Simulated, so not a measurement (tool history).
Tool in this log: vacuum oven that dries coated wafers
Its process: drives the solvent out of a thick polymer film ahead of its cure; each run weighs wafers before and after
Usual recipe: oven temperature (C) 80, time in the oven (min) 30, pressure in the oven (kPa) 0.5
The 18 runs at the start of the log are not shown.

run	day	oven temperature (C)	time in the oven (min)	pressure in the oven (kPa)	solvent left in the film (%)
19	27.988	80	30	0.628	1.47
20	29.262	80	30	0.628	1.44
21	30.925	80	30	0.628	1.36
22	32.929	80	30	0.628	1.52
23	34.283	80	30	0.378	1.23
24	35.833	80	30	0.378	1.08
25	37.404	80	30	0.378	1.28
26	38.333	90	24	1.732	1.68
27	39.525	80	30	0.746	1.76
28	41.358	88	16	0.746	1.48
29	42.771	88	16	0.746	1.51
30	44.583	88	16	0.746	1.47
31	45.908	88	16	0.746	1.41
32	47.888	74	30	1.743	4.81
33	49.038	74	30	1.743	4.93
34	50.917	70	30	1.723	6.46
35	52.488	84	30	1.723	2.29

Expected results for the next run?
36	53.921	84	30	1.723	?

solvent left in the film (%): 2.34
Minus the tool's unlogged condition, the same run would have read solvent left in the film (%) 2.07.
